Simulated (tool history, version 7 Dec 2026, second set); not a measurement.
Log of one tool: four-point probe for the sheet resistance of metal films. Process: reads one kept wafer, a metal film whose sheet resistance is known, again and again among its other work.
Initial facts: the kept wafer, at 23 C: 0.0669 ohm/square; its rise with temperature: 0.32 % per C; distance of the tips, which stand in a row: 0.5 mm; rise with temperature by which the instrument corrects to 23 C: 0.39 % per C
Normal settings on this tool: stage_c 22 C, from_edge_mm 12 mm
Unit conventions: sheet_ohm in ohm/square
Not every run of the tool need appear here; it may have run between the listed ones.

run,hour,stage_c,from_edge_mm,sheet_ohm
1,0,22,12,0.067388
2,51.7,22,12,0.067404
3,147.7,22,12,0.067423
4,243.7,22,12,0.067435
5,315.8,22,12,0.067429
6,405,22,12,0.067464
7,469.6,22,12,0.067431
8,568.4,22,60,0.067401
9,618,23,60,0.06737
10,716.1,23,60,0.067377
11,784.6,23,60,0.06741
12,838.7,23,75,0.067424
13,917.2,22,3,0.068458
14,967,22,3,0.068463
# hour 1004.7: stage's thermometer calibrated
15,1055.3,22,3,0.068284
16,1097.8,22,29,0.067321
17,1182,21,9,0.06749
18,1269.5,24,39,0.067253
19,1363.5,30,54,0.066984
20,1432.2,22,13,0.067392
21,1506.1,22,13,0.06742
22,1551.4,22,13,0.067409
23,1647.4,26,12,0.067263
24,1703.4,29,8,0.06725
25,1798.8,20,6,0.067746
26,1867.3,20,6,0.067745
27,1940.4,23,12,0.06743
28,1983.9,23,12,0.06746
29,2079.3,19,56,0.067588
30,2125,30,30,0.067083

The next listed run, before its measurement:
31,2172.6,30,30,?

sheet_ohm: 0.067107 ohm/square
Were there no unlogged condition in the tool, this run, its random variation unchanged, would have produced sheet_ohm 0.06661 ohm/square.
